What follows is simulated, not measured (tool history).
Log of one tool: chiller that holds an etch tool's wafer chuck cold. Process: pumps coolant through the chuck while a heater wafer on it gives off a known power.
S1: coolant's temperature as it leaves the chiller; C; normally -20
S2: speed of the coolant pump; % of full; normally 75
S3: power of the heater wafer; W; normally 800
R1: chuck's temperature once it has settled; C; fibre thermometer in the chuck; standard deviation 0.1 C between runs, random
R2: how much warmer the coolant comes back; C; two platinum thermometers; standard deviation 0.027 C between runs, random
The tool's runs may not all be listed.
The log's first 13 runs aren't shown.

Run 14, day 82.2: usual settings. Result: R1 -13.3 C, R2 2.67 C.
Run 15, day 86.871: usual settings. Result: R1 -13.4 C, R2 2.62 C.
Run 16, day 92.467: usual settings but S1 -29 C. Result: R1 -22.2 C, R2 2.6 C.
Run 17, day 99.396: usual settings but S1 -29 C. Result: R1 -22.2 C, R2 2.67 C.
Run 18, day 106.2: usual settings but S1 -14 C, S2 96 % of full, S3 1038 W. Result: R1 -6.9 C, R2 2.58 C.
Run 19, day 114.604: usual settings but S1 -14 C, S2 83 % of full, S3 1038 W. Result: R1 -5.9 C, R2 3.06 C.
Run 20, day 121.8: usual settings but S1 -14 C, S2 85 % of full, S3 1038 W. Result: R1 -6.1 C, R2 3.01 C.
Run 21, day 129.904: usual settings but S1 -25 C, S2 80 % of full, S3 1038 W. Result: R1 -16.6 C, R2 3.2 C.
Run 22, day 135.138: usual settings but S1 -11 C, S2 93 % of full, S3 416 W. Result: R1 -8.1 C, R2 1.07 C.
Run 23, day 142.8: usual settings but S1 -14 C, S3 746 W. Result: R1 -7.8 C, R2 2.47 C.
Run 24, day 150.512: usual settings but S2 77 % of full, S3 536 W. Result: R1 -15.5 C, R2 1.75 C.
Run 25, day 157.246: usual settings but S1 -24 C, S2 64 % of full. Result: R1 -16.3 C, R2 3.14 C.
At day 162.079: chiller's thermometer calibrated.
Run 26, day 165.871: usual settings but S1 -28 C, S2 64 % of full, S3 773 W. Result: R1 -20.7 C, R2 3.02 C.
At day 172.738: coolant pump overhauled.
Run 27, day 174.529: usual settings but S1 -28 C, S2 64 % of full, S3 773 W. Result: R1 -20.5 C, R2 3.07 C.
Run 28, day 181.038: usual settings but S1 -16 C, S2 69 % of full, S3 781 W. Result: R1 -9 C, R2 2.84 C.
Run 29, day 186.017: usual settings but S1 -16 C, S2 71 % of full, S3 404 W. Result: R1 -12.5 C, R2 1.39 C.
Run 30, day 190.608: usual settings but S1 -19 C. Result: R1 -12.3 C, R2 2.62 C.
Run 31, day 195.708: usual settings but S1 -23 C, S2 97 % of full, S3 629 W. Result: R1 -18.7 C, R2 1.5 C.
Run 32, day 204.258: usual settings but S1 -11 C, S2 80 % of full, S3 796 W. Result: R1 -4.8 C, R2 2.48 C.

What if the next run were any one of these 3? Each begins from the tool's condition after run 32:
Run A, day 210.021: usual settings but S1 -23 C, S2 77 % of full, S3 651 W. Result: R1 ?, R2 ?.
Run B, day 210.021: usual settings but S1 -11 C, S2 84 % of full, S3 796 W. Result: R1 ?, R2 ?.
Run C, day 210.021: usual settings but S1 -26 C, S2 88 % of full, S3 856 W. Result: R1 ?, R2 ?.

run     R1    R2
  A  -17.5   2.1
  B     -5  2.29
  C  -19.6  2.35
What these runs would have given with no unlogged condition in the tool:
run     R1    R2
  A  -17.6   2.1
  B     -5  2.29
  C  -19.6  2.35

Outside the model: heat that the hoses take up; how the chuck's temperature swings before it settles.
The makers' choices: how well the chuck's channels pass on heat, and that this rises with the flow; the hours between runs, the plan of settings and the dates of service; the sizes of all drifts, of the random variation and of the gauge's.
